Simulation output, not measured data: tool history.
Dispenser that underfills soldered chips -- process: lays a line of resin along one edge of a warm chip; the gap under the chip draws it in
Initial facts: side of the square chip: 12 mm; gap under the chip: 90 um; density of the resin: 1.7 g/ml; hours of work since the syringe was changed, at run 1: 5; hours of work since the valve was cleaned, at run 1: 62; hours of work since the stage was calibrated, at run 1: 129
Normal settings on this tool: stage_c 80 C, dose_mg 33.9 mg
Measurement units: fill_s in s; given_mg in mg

run,hour,stage_c,dose_mg,hours of work since the syringe was changed,hours of work since the valve was cleaned,hours of work since the stage was calibrated,fill_s,given_mg
1,0,80,33.9,5,62,129,99,32.67
# hour 4.2: new syringe of resin
2,8,80,33.9,3,67,135,85.1,32.8
# hour 15.1: new syringe of resin
3,16.7,80,33.9,1,74,141,78.6,32.34
# hour 25.9: new syringe of resin
4,29.3,80,30.5,2,83,150,84.7,28.76
# hour 36.3: new syringe of resin
# hour 37.3: dispensing valve cleaned and set on the balance
5,44.3,80,30.5,5,5,160,97.3,30.18
# hour 48.2: new syringe of resin
# hour 58.7: new syringe of resin
6,59,80,30.5,0,15,170,76.2,30.23
7,68.1,80,30.5,7,22,177,109.8,30
# hour 69.5: new syringe of resin
8,76.3,80,30.5,5,28,183,95.7,30.09
# hour 80.4: new syringe of resin
9,82.8,80,30.5,2,32,187,81.3,29.93
# hour 91.8: new syringe of resin
10,93.6,76,30.5,1,40,195,96.8,29.88
# hour 102.6: new syringe of resin
11,104.1,76,30.5,1,47,202,93,29.56
# hour 113.4: new syringe of resin
12,119.2,76,30.5,4,58,213,112,29.29
# hour 124.3: new syringe of resin
13,126.5,76,30.5,2,63,218,94.5,29.25
# hour 134.8: new syringe of resin
14,138.8,76,30.5,3,72,227,101.4,29.11
# hour 145.3: new syringe of resin
15,153.7,77,30.5,6,83,238,116.5,29.07
# hour 156.2: new syringe of resin
# hour 161.7: dispensing valve cleaned and set on the balance
16,162.4,77,30.5,4,0,243,102.2,30.55
# hour 167.6: new syringe of resin
# hour 177.9: new syringe of resin
17,177.9,77,30.5,0,11,254,82.3,30.35
18,185.8,95,34.6,6,17,260,52,34.37
# hour 188.9: new syringe of resin
19,195.8,93,35,5,24,267,53.5,34.77
# hour 200: new syringe of resin
20,205.7,93,35,4,31,274,50.7,34.43
# hour 211.5: new syringe of resin
21,220.6,69,32.4,7,42,284,171.1,31.71
# hour 222.2: new syringe of resin
# hour 233.5: new syringe of resin
22,236.3,78,37,2,53,296,83.4,35.79
# hour 244.2: new syringe of resin
23,249.7,81,33.9,4,63,305,83.7,32.76
# hour 254.8: new syringe of resin
# hour 265.5: new syringe of resin
24,265.5,80,29.3,0,74,316,71.6,28
# hour 267.2: stage's temperature calibrated
# hour 277.8: new syringe of resin
25,278.6,80,29.3,1,82,8,82.3,27.95
# hour 286.7: dispensing valve cleaned and set on the balance
# hour 289.2: new syringe of resin
26,295,80,29.3,4,6,19,95.8,28.93
# hour 299.6: new syringe of resin
27,301.6,80,29.3,1,10,24,83.1,28.94
# hour 310: new syringe of resin
28,316.3,80,29.3,5,21,34,98.7,28.97
# hour 320.3: new syringe of resin
29,323.8,80,29.3,3,26,40,88.4,28.82
# hour 331.5: new syringe of resin
30,336.3,85,38.4,4,35,48,72,37.69
# hour 342: new syringe of resin
31,348.4,85,38.4,5,44,57,74.8,37.33
# hour 352.8: new syringe of resin
32,356,84,43.4,2,49,62,70.1,41.85
# hour 364.1: new syringe of resin
33,364.4,88,38.5,0,55,68,50.6,36.93

Here are 3 independent what-if runs from the current tool condition. What would each one return?
A,373.8,80,37.5,7,62,75,?,?
B,373.8,90,31.4,7,62,75,?,?
C,373.8,76,29.9,7,62,75,?,?

run,fill_s,given_mg
A,106.1,36.12
B,71.9,30.04
C,135.3,28.73
Without the tool's hidden state the same runs would have given:
run,fill_s,given_mg
A,73.6,37.64
B,49.6,31.3
C,93.2,29.94
